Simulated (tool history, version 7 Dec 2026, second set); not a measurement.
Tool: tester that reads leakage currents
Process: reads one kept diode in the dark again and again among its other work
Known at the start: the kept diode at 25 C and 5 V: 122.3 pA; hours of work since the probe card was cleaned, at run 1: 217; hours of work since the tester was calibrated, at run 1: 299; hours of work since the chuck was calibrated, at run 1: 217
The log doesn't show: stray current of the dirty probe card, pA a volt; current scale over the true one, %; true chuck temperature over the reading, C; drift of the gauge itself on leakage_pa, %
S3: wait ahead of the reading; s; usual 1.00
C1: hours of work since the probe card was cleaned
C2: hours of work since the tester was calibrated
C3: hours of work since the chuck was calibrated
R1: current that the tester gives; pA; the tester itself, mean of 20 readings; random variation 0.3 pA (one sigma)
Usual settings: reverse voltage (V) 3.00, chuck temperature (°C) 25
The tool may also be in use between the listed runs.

{"run": 1, "hour": 0.0, "reverse voltage (V)": 3.0, "chuck temperature (°C)": 25, "S3": 1.0, "C1": 217, "C2": 299, "C3": 217, "R1": 101.08}
{"run": 2, "hour": 26.7, "reverse voltage (V)": 1.89, "chuck temperature (°C)": 25, "S3": 1.0, "C1": 233, "C2": 315, "C3": 233, "R1": 82.43}
{"run": 3, "hour": 45.8, "reverse voltage (V)": 3.0, "chuck temperature (°C)": 25, "S3": 8.42, "C1": 244, "C2": 327, "C3": 244, "R1": 100.72}
{"run": 4, "hour": 66.0, "reverse voltage (V)": 3.0, "chuck temperature (°C)": 25, "S3": 1.0, "C1": 256, "C2": 339, "C3": 256, "R1": 101.45}
{"run": 5, "hour": 95.3, "reverse voltage (V)": 3.0, "chuck temperature (°C)": 25, "S3": 1.0, "C1": 274, "C2": 356, "C3": 274, "R1": 101.42}
{"run": 6, "hour": 118.1, "reverse voltage (V)": 3.0, "chuck temperature (°C)": 25, "S3": 1.0, "C1": 287, "C2": 370, "C3": 287, "R1": 100.64}
{"run": 7, "hour": 146.2, "reverse voltage (V)": 3.0, "chuck temperature (°C)": 25, "S3": 0.66, "C1": 304, "C2": 387, "C3": 304, "R1": 101.61}
{"run": 8, "hour": 173.8, "reverse voltage (V)": 3.0, "chuck temperature (°C)": 25, "S3": 0.66, "C1": 321, "C2": 403, "C3": 321, "R1": 102.08}
{"run": 9, "hour": 204.1, "reverse voltage (V)": 3.0, "chuck temperature (°C)": 25, "S3": 1.0, "C1": 339, "C2": 422, "C3": 339, "R1": 102.24}
{"run": 10, "hour": 227.0, "reverse voltage (V)": 3.0, "chuck temperature (°C)": 25, "S3": 1.0, "C1": 352, "C2": 435, "C3": 352, "R1": 101.53}
{"run": 11, "hour": 251.3, "reverse voltage (V)": 3.0, "chuck temperature (°C)": 25, "S3": 1.0, "C1": 367, "C2": 450, "C3": 367, "R1": 101.54}
{"run": 12, "hour": 266.3, "reverse voltage (V)": 3.0, "chuck temperature (°C)": 37, "S3": 1.0, "C1": 376, "C2": 459, "C3": 376, "R1": 278.94}
{"run": 13, "hour": 286.5, "reverse voltage (V)": 3.0, "chuck temperature (°C)": 37, "S3": 1.0, "C1": 388, "C2": 471, "C3": 388, "R1": 277.34}
{"run": 14, "hour": 300.7, "reverse voltage (V)": 3.0, "chuck temperature (°C)": 25, "S3": 1.0, "C1": 397, "C2": 479, "C3": 397, "R1": 101.88}
{"run": 15, "hour": 329.6, "reverse voltage (V)": 3.0, "chuck temperature (°C)": 25, "S3": 2.83, "C1": 414, "C2": 497, "C3": 414, "R1": 102.04}
{"run": 16, "hour": 354.9, "reverse voltage (V)": 3.0, "chuck temperature (°C)": 30, "S3": 1.0, "C1": 429, "C2": 512, "C3": 429, "R1": 156.17}
{"run": 17, "hour": 379.1, "reverse voltage (V)": 3.0, "chuck temperature (°C)": 38, "S3": 1.0, "C1": 443, "C2": 526, "C3": 443, "R1": 302.38}
{"run": 18, "hour": 407.8, "reverse voltage (V)": 3.0, "chuck temperature (°C)": 25, "S3": 1.0, "C1": 461, "C2": 543, "C3": 461, "R1": 102.66}
{"run": 19, "hour": 436.9, "reverse voltage (V)": 6.74, "chuck temperature (°C)": 25, "S3": 1.0, "C1": 478, "C2": 561, "C3": 478, "R1": 148.13}
{"run": 20, "hour": 469.3, "reverse voltage (V)": 3.0, "chuck temperature (°C)": 25, "S3": 0.53, "C1": 497, "C2": 580, "C3": 497, "R1": 102.83}
{"run": 21, "hour": 487.0, "reverse voltage (V)": 1.4, "chuck temperature (°C)": 23, "S3": 1.0, "C1": 508, "C2": 591, "C3": 508, "R1": 61.51}
{"run": 22, "hour": 504.3, "reverse voltage (V)": 6.67, "chuck temperature (°C)": 45, "S3": 1.39, "C1": 518, "C2": 601, "C3": 518, "R1": 746.94}
{"run": 23, "hour": 534.8, "reverse voltage (V)": 1.01, "chuck temperature (°C)": 29, "S3": 4.19, "C1": 537, "C2": 619, "C3": 537, "R1": 88.95}
{"run": 24, "hour": 556.5, "reverse voltage (V)": 4.48, "chuck temperature (°C)": 25, "S3": 1.3, "C1": 550, "C2": 632, "C3": 550, "R1": 124.4}
{"run": 25, "hour": 572.2, "reverse voltage (V)": 11.71, "chuck temperature (°C)": 59, "S3": 5.98, "C1": 559, "C2": 642, "C3": 559, "R1": 2686.37}
{"run": 26, "hour": 596.7, "reverse voltage (V)": 1.13, "chuck temperature (°C)": 25, "S3": 1.0, "C1": 574, "C2": 657, "C3": 574, "R1": 66.45}
{"run": 27, "hour": 620.4, "reverse voltage (V)": 13.99, "chuck temperature (°C)": 23, "S3": 0.38, "C1": 588, "C2": 671, "C3": 588, "R1": 182.84}
{"run": 28, "hour": 637.3, "reverse voltage (V)": 13.99, "chuck temperature (°C)": 45, "S3": 4.06, "C1": 598, "C2": 681, "C3": 598, "R1": 1035.03}
{"run": 29, "hour": 653.2, "reverse voltage (V)": 1.32, "chuck temperature (°C)": 20, "S3": 1.0, "C1": 608, "C2": 690, "C3": 608, "R1": 46.36}
{"run": 30, "hour": 677.2, "reverse voltage (V)": 1.21, "chuck temperature (°C)": 25, "S3": 0.54, "C1": 622, "C2": 705, "C3": 622, "R1": 68.98}
{"run": 31, "hour": 707.2, "reverse voltage (V)": 11.83, "chuck temperature (°C)": 42, "S3": 1.0, "C1": 640, "C2": 723, "C3": 640, "R1": 765.64}
{"run": 32, "hour": 730.5, "reverse voltage (V)": 11.83, "chuck temperature (°C)": 42, "S3": 1.0, "C1": 654, "C2": 737, "C3": 654, "R1": 769.11}
{"run": 33, "hour": 754.5, "reverse voltage (V)": 11.83, "chuck temperature (°C)": 42, "S3": 1.0, "C1": 668, "C2": 751, "C3": 668, "R1": 768.78}
{"run": 34, "hour": 789.2, "reverse voltage (V)": 3.0, "chuck temperature (°C)": 41, "S3": 1.0, "C1": 689, "C2": 772, "C3": 689, "R1": 388.06}
{"run": 35, "hour": 820.7, "reverse voltage (V)": 4.76, "chuck temperature (°C)": 40, "S3": 2.97, "C1": 708, "C2": 791, "C3": 708, "R1": 438.06}
{"run": 36, "hour": 840.6, "reverse voltage (V)": 10.3, "chuck temperature (°C)": 32, "S3": 1.92, "C1": 720, "C2": 803, "C3": 720, "R1": 326.81}
{"run": 37, "hour": 854.9, "reverse voltage (V)": 16.74, "chuck temperature (°C)": 24, "S3": 1.48, "C1": 728, "C2": 811, "C3": 728, "R1": 217.71}
{"run": 38, "hour": 870.9, "reverse voltage (V)": 2.21, "chuck temperature (°C)": 25, "S3": 3.49, "C1": 738, "C2": 821, "C3": 738, "R1": 91.07}
{"run": 39, "hour": 897.7, "reverse voltage (V)": 3.0, "chuck temperature (°C)": 27, "S3": 0.53, "C1": 754, "C2": 837, "C3": 754, "R1": 124.84}

Forecast each of these 4 alternatives for the next run:
{"run": "A", "hour": 919.9, "reverse voltage (V)": 3.0, "chuck temperature (°C)": 20, "S3": 1.0, "C1": 767, "C2": 850, "C3": 767, "R1": "?"}
{"run": "B", "hour": 919.9, "reverse voltage (V)": 5.28, "chuck temperature (°C)": 25, "S3": 1.0, "C1": 767, "C2": 850, "C3": 767, "R1": "?"}
{"run": "C", "hour": 919.9, "reverse voltage (V)": 5.49, "chuck temperature (°C)": 21, "S3": 0.48, "C1": 767, "C2": 850, "C3": 767, "R1": "?"}
{"run": "D", "hour": 919.9, "reverse voltage (V)": 1.22, "chuck temperature (°C)": 25, "S3": 1.0, "C1": 767, "C2": 850, "C3": 767, "R1": "?"}

run=A R1=68.99
run=B R1=136.53
run=C R1=100.86
run=D R1=70.21
Without the tool's hidden state the same runs would have given:
run=A R1=62.95
run=B R1=125.70
run=C R1=90.32
run=D R1=66.93
